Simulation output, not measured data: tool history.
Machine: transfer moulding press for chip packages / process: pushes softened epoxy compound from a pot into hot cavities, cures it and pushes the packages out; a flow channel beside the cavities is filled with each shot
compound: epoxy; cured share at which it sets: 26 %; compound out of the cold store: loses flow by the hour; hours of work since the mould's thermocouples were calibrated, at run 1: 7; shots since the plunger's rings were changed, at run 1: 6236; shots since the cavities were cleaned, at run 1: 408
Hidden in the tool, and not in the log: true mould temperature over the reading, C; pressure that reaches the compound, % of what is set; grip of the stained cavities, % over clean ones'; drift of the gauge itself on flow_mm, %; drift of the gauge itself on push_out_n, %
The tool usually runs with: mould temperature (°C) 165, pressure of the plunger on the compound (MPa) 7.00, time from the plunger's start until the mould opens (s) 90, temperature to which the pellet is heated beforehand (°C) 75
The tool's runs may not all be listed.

run,hour,mould temperature (°C),pressure of the plunger on the compound (MPa),time from the plunger's start until the mould opens (s),temperature to which the pellet is heated beforehand (°C),hours of work since the mould's thermocouples were calibrated,shots since the plunger's rings were changed,shots since the cavities were cleaned,incoming compound's hours out of the cold store,length that the compound runs in the flow channel (mm),greatest force on the pins that push the packages out (N)
1,0.0,165,7.00,90,75,7,6236,408,19.6,781,616
2,5.5,164,7.00,90,75,11,6326,498,39.9,713,658
# hour 8.9: plunger's sealing rings changed
3,14.0,170,7.00,90,75,16,82,594,12.5,871,613
4,24.2,170,7.00,90,75,23,247,759,25.6,813,640
# hour 28.6: cavities cleaned with cleaning compound and waxed
5,30.1,165,7.00,90,75,27,319,26,19.1,874,453
6,37.1,165,7.00,90,75,32,431,138,17.2,868,504
7,45.4,165,7.00,90,75,38,565,272,11.7,902,577
8,54.0,165,7.00,90,75,45,705,412,41.4,765,577
9,64.8,165,7.00,90,75,53,878,585,19.6,856,689
10,69.9,165,7.00,90,75,57,961,668,35.8,798,678
# hour 79.9: cavities cleaned with cleaning compound and waxed
11,82.2,165,7.00,90,75,65,1135,37,20.4,853,456
12,86.8,165,7.00,90,75,69,1210,112,42.2,763,496
13,94.3,165,7.00,90,75,75,1331,233,12.5,879,557
14,102.9,165,7.00,90,75,81,1469,371,35.7,773,594
15,112.4,165,7.00,90,75,88,1622,524,33.2,791,663
16,121.9,165,6.03,118,75,96,1777,679,14.5,785,615
17,129.0,165,6.03,118,75,101,1891,793,36.5,710,610
# hour 131.4: cavities cleaned with cleaning compound and waxed
18,137.8,165,6.03,118,75,107,2008,102,24.5,753,414
19,142.4,165,6.03,118,65,110,2083,177,38.8,708,451
20,150.5,165,6.03,118,65,116,2214,308,10.5,813,494
21,160.3,165,6.53,90,75,124,2372,466,44.4,708,620
22,170.3,165,6.53,90,75,131,2534,628,22.9,798,674
23,180.6,165,6.80,97,78,139,2700,794,31.9,772,666
# hour 182.9: cavities cleaned with cleaning compound and waxed
24,190.2,165,7.00,82,75,146,2832,119,28.4,793,581
25,198.2,165,6.04,123,75,152,2960,247,33.6,717,486
26,205.4,165,6.04,123,75,157,3077,364,13.0,789,501
27,216.0,165,6.04,123,75,165,3249,536,33.3,705,577
28,226.0,163,6.04,123,75,173,3410,697,32.6,719,611
# hour 234.1: cavities cleaned with cleaning compound and waxed
29,238.0,157,6.62,90,75,181,3580,64,37.1,745,709
30,246.6,157,6.90,130,80,187,3718,202,23.9,813,494

Here are 3 independent what-if runs from the current tool condition. What would each one return?
A,254.6,165,5.83,96,75,194,3848,332,41.8,?,?
B,254.6,157,5.63,130,80,194,3848,332,29.4,?,?
C,254.6,167,7.02,130,77,194,3848,332,29.6,?,?

run,length that the compound runs in the flow channel (mm),greatest force on the pins that push the packages out (N)
A,661,550
B,716,544
C,775,501
With the hidden condition removed and each run's random variation left untouched, the same runs would have given:
run,length that the compound runs in the flow channel (mm),greatest force on the pins that push the packages out (N)
A,704,400
B,764,398
C,826,365
